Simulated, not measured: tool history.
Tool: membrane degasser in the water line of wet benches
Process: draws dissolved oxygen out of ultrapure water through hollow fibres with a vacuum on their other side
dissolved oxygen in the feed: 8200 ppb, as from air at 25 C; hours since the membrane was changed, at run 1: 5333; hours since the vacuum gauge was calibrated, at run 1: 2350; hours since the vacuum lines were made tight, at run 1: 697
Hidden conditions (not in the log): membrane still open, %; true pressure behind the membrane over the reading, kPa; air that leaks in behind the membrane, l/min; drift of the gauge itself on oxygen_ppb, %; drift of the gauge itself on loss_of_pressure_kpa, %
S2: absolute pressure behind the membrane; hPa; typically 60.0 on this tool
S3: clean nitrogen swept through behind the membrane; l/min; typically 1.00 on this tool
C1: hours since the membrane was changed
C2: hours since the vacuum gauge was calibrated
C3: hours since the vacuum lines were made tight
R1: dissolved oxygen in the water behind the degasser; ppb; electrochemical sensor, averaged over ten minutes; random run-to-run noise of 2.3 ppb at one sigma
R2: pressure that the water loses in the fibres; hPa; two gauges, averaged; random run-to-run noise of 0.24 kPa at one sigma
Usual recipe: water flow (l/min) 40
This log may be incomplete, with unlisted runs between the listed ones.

{"run": 1, "hour": 0.0, "water flow (l/min)": 40, "S2": 60.0, "S3": 1.0, "C1": 5333, "C2": 2350, "C3": 697, "R1": 257.0, "R2": 661.9}
{"run": 2, "hour": 120.1, "water flow (l/min)": 40, "S2": 60.0, "S3": 1.0, "C1": 5453, "C2": 2470, "C3": 817, "R1": 257.3, "R2": 662.9}
{"run": 3, "hour": 227.0, "water flow (l/min)": 40, "S2": 60.0, "S3": 1.0, "C1": 5560, "C2": 2577, "C3": 924, "R1": 263.7, "R2": 659.2}
{"run": 4, "hour": 299.6, "water flow (l/min)": 40, "S2": 60.0, "S3": 1.0, "C1": 5633, "C2": 2649, "C3": 996, "R1": 260.7, "R2": 663.8}
{"run": 5, "hour": 425.4, "water flow (l/min)": 40, "S2": 60.0, "S3": 1.0, "C1": 5758, "C2": 2775, "C3": 1122, "R1": 265.0, "R2": 668.1}
{"run": 6, "hour": 560.5, "water flow (l/min)": 40, "S2": 60.0, "S3": 1.0, "C1": 5893, "C2": 2910, "C3": 1257, "R1": 270.3, "R2": 668.8}
{"hour": 573.4, "done": "vacuum gauge calibrated"}
{"run": 7, "hour": 638.2, "water flow (l/min)": 36, "S2": 60.0, "S3": 1.0, "C1": 5971, "C2": 65, "C3": 1334, "R1": 251.8, "R2": 600.8}
{"run": 8, "hour": 718.2, "water flow (l/min)": 36, "S2": 60.0, "S3": 1.0, "C1": 6051, "C2": 145, "C3": 1415, "R1": 253.0, "R2": 600.0}
{"run": 9, "hour": 858.5, "water flow (l/min)": 40, "S2": 60.0, "S3": 1.0, "C1": 6191, "C2": 285, "C3": 1555, "R1": 282.0, "R2": 671.2}
{"run": 10, "hour": 919.1, "water flow (l/min)": 40, "S2": 60.0, "S3": 1.0, "C1": 6252, "C2": 346, "C3": 1615, "R1": 286.2, "R2": 672.8}
{"run": 11, "hour": 1008.7, "water flow (l/min)": 40, "S2": 60.0, "S3": 1.0, "C1": 6341, "C2": 435, "C3": 1705, "R1": 282.9, "R2": 672.9}
{"hour": 1054.0, "done": "vacuum gauge calibrated, once more"}
{"run": 12, "hour": 1115.7, "water flow (l/min)": 46, "S2": 51.4, "S3": 0.43, "C1": 6448, "C2": 62, "C3": 1812, "R1": 343.6, "R2": 772.0}
{"run": 13, "hour": 1259.8, "water flow (l/min)": 46, "S2": 51.4, "S3": 0.43, "C1": 6592, "C2": 206, "C3": 1956, "R1": 347.4, "R2": 769.7}
{"run": 14, "hour": 1327.5, "water flow (l/min)": 31, "S2": 64.0, "S3": 1.28, "C1": 6659, "C2": 274, "C3": 2023, "R1": 173.9, "R2": 522.8}
{"run": 15, "hour": 1468.8, "water flow (l/min)": 33, "S2": 44.4, "S3": 1.28, "C1": 6801, "C2": 415, "C3": 2165, "R1": 77.9, "R2": 558.3}
{"run": 16, "hour": 1547.4, "water flow (l/min)": 28, "S2": 116.2, "S3": 0.49, "C1": 6879, "C2": 493, "C3": 2243, "R1": 805.8, "R2": 472.8}
{"run": 17, "hour": 1666.4, "water flow (l/min)": 40, "S2": 114.4, "S3": 1.0, "C1": 6998, "C2": 612, "C3": 2362, "R1": 638.2, "R2": 674.4}
{"run": 18, "hour": 1726.5, "water flow (l/min)": 40, "S2": 114.4, "S3": 1.0, "C1": 7058, "C2": 673, "C3": 2422, "R1": 652.1, "R2": 678.2}
{"run": 19, "hour": 1851.7, "water flow (l/min)": 40, "S2": 60.0, "S3": 1.59, "C1": 7184, "C2": 798, "C3": 2547, "R1": 179.2, "R2": 680.5}
{"run": 20, "hour": 1983.8, "water flow (l/min)": 40, "S2": 36.6, "S3": 1.0, "C1": 7316, "C2": 930, "C3": 2680, "R1": 67.5, "R2": 680.7}
{"run": 21, "hour": 2067.7, "water flow (l/min)": 34, "S2": 89.2, "S3": 1.16, "C1": 7400, "C2": 1014, "C3": 2763, "R1": 363.7, "R2": 582.9}

Alternative continuations, all from the tool just after run 21; predict every row:
{"run": "A", "hour": 2146.1, "water flow (l/min)": 36, "S2": 85.8, "S3": 1.03, "C1": 7478, "C2": 1092, "C3": 2842, "R1": "?", "R2": "?"}
{"run": "B", "hour": 2146.1, "water flow (l/min)": 36, "S2": 107.4, "S3": 1.0, "C1": 7478, "C2": 1092, "C3": 2842, "R1": "?", "R2": "?"}
{"run": "C", "hour": 2146.1, "water flow (l/min)": 40, "S2": 141.2, "S3": 1.0, "C1": 7478, "C2": 1092, "C3": 2842, "R1": "?", "R2": "?"}
{"run": "D", "hour": 2146.1, "water flow (l/min)": 45, "S2": 139.2, "S3": 1.16, "C1": 7478, "C2": 1092, "C3": 2842, "R1": "?", "R2": "?"}

run=A R1=389.2 R2=615.3
run=B R1=538.8 R2=618.4
run=C R1=831.9 R2=689.0
run=D R1=806.3 R2=769.3
What these runs would have given with no unlogged condition in the tool:
run=A R1=375.0 R2=548.9
run=B R1=524.7 R2=551.8
run=C R1=813.8 R2=614.7
run=D R1=781.7 R2=686.2
